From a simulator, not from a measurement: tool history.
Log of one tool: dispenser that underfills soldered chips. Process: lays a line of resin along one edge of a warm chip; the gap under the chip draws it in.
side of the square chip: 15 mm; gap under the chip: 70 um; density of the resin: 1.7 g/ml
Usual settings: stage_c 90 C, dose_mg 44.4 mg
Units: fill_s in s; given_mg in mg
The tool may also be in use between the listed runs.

run 1 hour=0 | stage_c=90 dose_mg=44.4 | fill_s=60.6 given_mg=40.28
-- hour=6.1 dispensing valve cleaned and set on the balance
-- hour=9.8 new syringe of resin
run 2 hour=12.2 | stage_c=90 dose_mg=44.4 | fill_s=60.1 given_mg=44.3
-- hour=20.4 new syringe of resin
run 3 hour=21.7 | stage_c=90 dose_mg=44.4 | fill_s=59.6 given_mg=43.95
-- hour=30.3 new syringe of resin
run 4 hour=33 | stage_c=90 dose_mg=44.4 | fill_s=63.1 given_mg=43.88
-- hour=40.7 new syringe of resin
run 5 hour=40.9 | stage_c=90 dose_mg=44.4 | fill_s=59.5 given_mg=44.04
run 6 hour=50.1 | stage_c=90 dose_mg=44.4 | fill_s=72.3 given_mg=43.31
-- hour=50.9 new syringe of resin
-- hour=61 new syringe of resin
run 7 hour=62.3 | stage_c=85 dose_mg=44.4 | fill_s=77.6 given_mg=43.08
run 8 hour=70.1 | stage_c=90 dose_mg=44.4 | fill_s=72.8 given_mg=42.8
-- hour=71.3 new syringe of resin
-- hour=81.3 new syringe of resin
run 9 hour=82.2 | stage_c=90 dose_mg=44.4 | fill_s=62.1 given_mg=42.39
run 10 hour=89.5 | stage_c=90 dose_mg=42.1 | fill_s=72.9 given_mg=39.89
-- hour=91.4 new syringe of resin
-- hour=101.9 new syringe of resin
run 11 hour=101.9 | stage_c=90 dose_mg=42.1 | fill_s=59.3 given_mg=39.83
run 12 hour=107.5 | stage_c=90 dose_mg=44.4 | fill_s=66.8 given_mg=41.96
-- hour=111.9 new syringe of resin
run 13 hour=118.8 | stage_c=101 dose_mg=44.4 | fill_s=43.1 given_mg=41.55
-- hour=122.1 new syringe of resin
run 14 hour=130.3 | stage_c=101 dose_mg=44.4 | fill_s=44.3 given_mg=41.45
-- hour=132.3 new syringe of resin
run 15 hour=139.2 | stage_c=101 dose_mg=44.4 | fill_s=43.6 given_mg=41.23
-- hour=142.5 new syringe of resin
run 16 hour=150.4 | stage_c=90 dose_mg=44.4 | fill_s=71.6 given_mg=40.73
-- hour=153.3 new syringe of resin
run 17 hour=161.7 | stage_c=81 dose_mg=44.4 | fill_s=113.3 given_mg=40.87
-- hour=163.6 new syringe of resin
run 18 hour=169.7 | stage_c=89 dose_mg=49.5 | fill_s=71.2 given_mg=45.51
-- hour=174.5 new syringe of resin
run 19 hour=179.6 | stage_c=76 dose_mg=38.8 | fill_s=135.9 given_mg=35.04
-- hour=184.7 new syringe of resin
-- hour=186.5 dispensing valve cleaned and set on the balance
run 20 hour=192.5 | stage_c=76 dose_mg=38.8 | fill_s=139.3 given_mg=38.33
-- hour=196 new syringe of resin
run 21 hour=202.8 | stage_c=80 dose_mg=53.4 | fill_s=109.1 given_mg=52.85
-- hour=206.2 new syringe of resin
run 22 hour=213.7 | stage_c=95 dose_mg=43.3 | fill_s=58.7 given_mg=42.68
-- hour=216.6 new syringe of resin
run 23 hour=223.4 | stage_c=96 dose_mg=44.7 | fill_s=53.7 given_mg=43.93
-- hour=227 new syringe of resin
run 24 hour=230.5 | stage_c=77 dose_mg=39.4 | fill_s=123.1 given_mg=38.28
-- hour=237.4 new syringe of resin
run 25 hour=242 | stage_c=89 dose_mg=44.6 | fill_s=73.1 given_mg=43.13
-- hour=247.9 new syringe of resin
run 26 hour=252.5 | stage_c=83 dose_mg=44.4 | fill_s=91.7 given_mg=42.92
-- hour=258 new syringe of resin
run 27 hour=262.8 | stage_c=83 dose_mg=44.4 | fill_s=95.2 given_mg=42.41
-- hour=268.1 new syringe of resin
run 28 hour=275.1 | stage_c=83 dose_mg=44.4 | fill_s=99 given_mg=42.46
-- hour=278.7 new syringe of resin
run 29 hour=285.8 | stage_c=76 dose_mg=44.4 | fill_s=138.3 given_mg=42.26
-- hour=289.1 new syringe of resin
run 30 hour=294 | stage_c=94 dose_mg=52 | fill_s=59.1 given_mg=49.04
-- hour=299.5 new syringe of resin
run 31 hour=300 | stage_c=104 dose_mg=49.4 | fill_s=34 given_mg=46.19
run 32 hour=307.3 | stage_c=104 dose_mg=54.1 | fill_s=40 given_mg=50.59
-- hour=310.1 new syringe of resin
run 33 hour=317.1 | stage_c=97 dose_mg=38.2 | fill_s=55.6 given_mg=35.48

Hidden state or all else? Some run-to-run changes of fill_s, split into what the settings, what came in and random variation would give without the hidden state, and what is left for the hidden state (with any gauge scatter that isn't in both results):
The hidden state here: resin's viscosity, % of fresh resin's; dose that the valve gives, % of what is set; true chip temperature over the reading, C; drift of the gauge itself on fill_s, %; drift of the gauge itself on given_mg, %.
Run 17 -> 18: stage_c 81 -> 89, dose_mg 44.4 -> 49.5, new syringe of resin. fill_s -42.1 s: hidden state -15.9, all else -26.2.
Run 18 -> 19: stage_c 89 -> 76, dose_mg 49.5 -> 38.8, new syringe of resin. fill_s +64.7 s: hidden state +16.7, all else +48.
Run 23 -> 24: stage_c 96 -> 77, dose_mg 44.7 -> 39.4, new syringe of resin. fill_s +69.4 s: hidden state +12.8, all else +56.6.
Run 29 -> 30: stage_c 76 -> 94, dose_mg 44.4 -> 52, new syringe of resin. fill_s -79.2 s: hidden state -21.9, all else -57.3.

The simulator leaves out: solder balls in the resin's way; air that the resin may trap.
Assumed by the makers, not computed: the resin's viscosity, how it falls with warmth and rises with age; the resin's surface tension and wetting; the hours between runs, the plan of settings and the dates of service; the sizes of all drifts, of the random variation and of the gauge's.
